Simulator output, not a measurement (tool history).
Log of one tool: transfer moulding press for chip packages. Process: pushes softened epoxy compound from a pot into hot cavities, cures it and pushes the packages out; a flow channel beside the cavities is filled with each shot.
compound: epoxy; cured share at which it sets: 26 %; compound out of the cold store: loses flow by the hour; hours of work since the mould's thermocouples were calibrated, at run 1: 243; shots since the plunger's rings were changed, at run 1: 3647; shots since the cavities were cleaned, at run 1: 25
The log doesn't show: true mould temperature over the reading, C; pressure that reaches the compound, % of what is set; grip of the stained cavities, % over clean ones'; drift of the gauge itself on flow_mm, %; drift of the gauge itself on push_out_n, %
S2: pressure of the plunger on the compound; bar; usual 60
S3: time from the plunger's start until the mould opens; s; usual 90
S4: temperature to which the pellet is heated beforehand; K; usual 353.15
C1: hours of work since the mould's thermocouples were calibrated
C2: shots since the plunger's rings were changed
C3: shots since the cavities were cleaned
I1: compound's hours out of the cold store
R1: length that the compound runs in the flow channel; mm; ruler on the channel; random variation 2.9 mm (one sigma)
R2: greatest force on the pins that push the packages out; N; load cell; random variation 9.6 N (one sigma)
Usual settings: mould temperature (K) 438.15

{"run": 1, "day": 0.0, "mould temperature (K)": 438.15, "S2": 60, "S3": 90, "S4": 353.15, "C1": 243, "C2": 3647, "C3": 25, "I1": 44.3, "R1": 596, "R2": 461}
{"run": 2, "day": 0.371, "mould temperature (K)": 438.15, "S2": 60, "S3": 90, "S4": 360.15, "C1": 248, "C2": 3745, "C3": 123, "I1": 45.1, "R1": 591, "R2": 534}
{"run": 3, "day": 0.921, "mould temperature (K)": 445.15, "S2": 60, "S3": 90, "S4": 360.15, "C1": 256, "C2": 3891, "C3": 269, "I1": 30.1, "R1": 626, "R2": 506}
{"run": 4, "day": 1.371, "mould temperature (K)": 442.15, "S2": 60, "S3": 90, "S4": 353.15, "C1": 263, "C2": 4010, "C3": 388, "I1": 8.2, "R1": 714, "R2": 617}
{"run": 5, "day": 1.75, "mould temperature (K)": 442.15, "S2": 60, "S3": 90, "S4": 353.15, "C1": 269, "C2": 4110, "C3": 488, "I1": 43.3, "R1": 594, "R2": 632}
{"run": 6, "day": 2.05, "mould temperature (K)": 438.15, "S2": 60, "S3": 109, "S4": 353.15, "C1": 273, "C2": 4189, "C3": 567, "I1": 23.2, "R1": 670, "R2": 609}
{"day": 2.496, "done": "cavities cleaned with cleaning compound and waxed"}
{"run": 7, "day": 2.633, "mould temperature (K)": 438.15, "S2": 60, "S3": 94, "S4": 353.15, "C1": 281, "C2": 4327, "C3": 36, "I1": 8.7, "R1": 722, "R2": 457}
{"run": 8, "day": 3.033, "mould temperature (K)": 438.15, "S2": 60, "S3": 94, "S4": 359.15, "C1": 287, "C2": 4433, "C3": 142, "I1": 12.8, "R1": 704, "R2": 548}
{"run": 9, "day": 3.379, "mould temperature (K)": 438.15, "S2": 60, "S3": 90, "S4": 353.15, "C1": 292, "C2": 4525, "C3": 234, "I1": 29.1, "R1": 640, "R2": 646}
{"day": 3.812, "done": "plunger's sealing rings changed"}
{"run": 10, "day": 3.879, "mould temperature (K)": 438.15, "S2": 60, "S3": 90, "S4": 353.15, "C1": 298, "C2": 18, "C3": 338, "I1": 31.2, "R1": 656, "R2": 696}
{"run": 11, "day": 4.304, "mould temperature (K)": 438.15, "S2": 60, "S3": 90, "S4": 353.15, "C1": 304, "C2": 131, "C3": 451, "I1": 14.2, "R1": 718, "R2": 763}
{"run": 12, "day": 4.825, "mould temperature (K)": 438.15, "S2": 60, "S3": 90, "S4": 353.15, "C1": 312, "C2": 269, "C3": 589, "I1": 37, "R1": 633, "R2": 767}
{"day": 5.204, "done": "cavities cleaned with cleaning compound and waxed"}
{"run": 13, "day": 5.208, "mould temperature (K)": 438.15, "S2": 62.6, "S3": 90, "S4": 353.15, "C1": 316, "C2": 353, "C3": 1, "I1": 17.4, "R1": 723, "R2": 477}
{"run": 14, "day": 5.471, "mould temperature (K)": 438.15, "S2": 45.4, "S3": 90, "S4": 353.15, "C1": 320, "C2": 422, "C3": 70, "I1": 23.8, "R1": 597, "R2": 551}
{"run": 15, "day": 5.746, "mould temperature (K)": 438.15, "S2": 45.4, "S3": 90, "S4": 353.15, "C1": 324, "C2": 495, "C3": 143, "I1": 25.2, "R1": 590, "R2": 590}
{"run": 16, "day": 6.204, "mould temperature (K)": 440.15, "S2": 48.1, "S3": 90, "S4": 353.15, "C1": 331, "C2": 616, "C3": 264, "I1": 27.1, "R1": 594, "R2": 616}
{"run": 17, "day": 6.596, "mould temperature (K)": 440.15, "S2": 48.1, "S3": 79, "S4": 353.15, "C1": 337, "C2": 720, "C3": 368, "I1": 44.7, "R1": 541, "R2": 785}
{"run": 18, "day": 7.029, "mould temperature (K)": 440.15, "S2": 48.1, "S3": 79, "S4": 353.15, "C1": 343, "C2": 834, "C3": 482, "I1": 26.8, "R1": 595, "R2": 884}
{"run": 19, "day": 7.392, "mould temperature (K)": 440.15, "S2": 48.1, "S3": 79, "S4": 353.15, "C1": 349, "C2": 931, "C3": 579, "I1": 42.7, "R1": 549, "R2": 915}
{"day": 7.8, "done": "cavities cleaned with cleaning compound and waxed"}
{"run": 20, "day": 7.8, "mould temperature (K)": 438.15, "S2": 56.3, "S3": 90, "S4": 353.15, "C1": 354, "C2": 1022, "C3": 0, "I1": 13.8, "R1": 697, "R2": 472}
{"run": 21, "day": 8.117, "mould temperature (K)": 438.15, "S2": 56.3, "S3": 90, "S4": 353.15, "C1": 359, "C2": 1106, "C3": 84, "I1": 38.2, "R1": 607, "R2": 539}
{"run": 22, "day": 8.621, "mould temperature (K)": 443.15, "S2": 60, "S3": 90, "S4": 353.15, "C1": 366, "C2": 1239, "C3": 217, "I1": 8.8, "R1": 723, "R2": 536}
{"run": 23, "day": 8.967, "mould temperature (K)": 442.15, "S2": 60, "S3": 80, "S4": 349.15, "C1": 371, "C2": 1330, "C3": 308, "I1": 25.4, "R1": 667, "R2": 693}
{"run": 24, "day": 9.429, "mould temperature (K)": 446.15, "S2": 55.6, "S3": 80, "S4": 352.15, "C1": 378, "C2": 1453, "C3": 431, "I1": 23.5, "R1": 638, "R2": 623}
{"run": 25, "day": 9.846, "mould temperature (K)": 444.15, "S2": 45.9, "S3": 85, "S4": 353.15, "C1": 384, "C2": 1563, "C3": 541, "I1": 45.5, "R1": 512, "R2": 633}
{"day": 10.371, "done": "cavities cleaned with cleaning compound and waxed"}
{"run": 26, "day": 10.492, "mould temperature (K)": 438.15, "S2": 60, "S3": 81, "S4": 351.15, "C1": 393, "C2": 1717, "C3": 32, "I1": 17.2, "R1": 697, "R2": 642}
{"run": 27, "day": 10.988, "mould temperature (K)": 438.15, "S2": 60, "S3": 81, "S4": 351.15, "C1": 400, "C2": 1849, "C3": 164, "I1": 34.2, "R1": 632, "R2": 739}
{"run": 28, "day": 11.246, "mould temperature (K)": 438.15, "S2": 60, "S3": 98, "S4": 353.15, "C1": 404, "C2": 1917, "C3": 232, "I1": 14.6, "R1": 708, "R2": 575}
{"run": 29, "day": 11.538, "mould temperature (K)": 438.15, "S2": 60, "S3": 98, "S4": 353.15, "C1": 408, "C2": 1994, "C3": 309, "I1": 21.1, "R1": 685, "R2": 627}

Forecast each of these 4 alternatives for the next run:
{"run": "A", "day": 11.867, "mould temperature (K)": 441.15, "S2": 60, "S3": 97, "S4": 350.15, "C1": 413, "C2": 2081, "C3": 396, "I1": 41.6, "R1": "?", "R2": "?"}
{"run": "B", "day": 11.867, "mould temperature (K)": 445.15, "S2": 71.4, "S3": 98, "S4": 351.15, "C1": 413, "C2": 2081, "C3": 396, "I1": 12.9, "R1": "?", "R2": "?"}
{"run": "C", "day": 11.867, "mould temperature (K)": 438.15, "S2": 57.1, "S3": 90, "S4": 353.15, "C1": 413, "C2": 2081, "C3": 396, "I1": 11.6, "R1": "?", "R2": "?"}
{"run": "D", "day": 11.867, "mould temperature (K)": 438.15, "S2": 53.5, "S3": 127, "S4": 353.15, "C1": 413, "C2": 2081, "C3": 396, "I1": 18.6, "R1": "?", "R2": "?"}

run=A R1=609 R2=552
run=B R1=765 R2=526
run=C R1=700 R2=750
run=D R1=654 R2=524
Without the tool's hidden state the same runs would have given:
run=A R1=619 R2=336
run=B R1=777 R2=322
run=C R1=711 R2=445
run=D R1=664 R2=320

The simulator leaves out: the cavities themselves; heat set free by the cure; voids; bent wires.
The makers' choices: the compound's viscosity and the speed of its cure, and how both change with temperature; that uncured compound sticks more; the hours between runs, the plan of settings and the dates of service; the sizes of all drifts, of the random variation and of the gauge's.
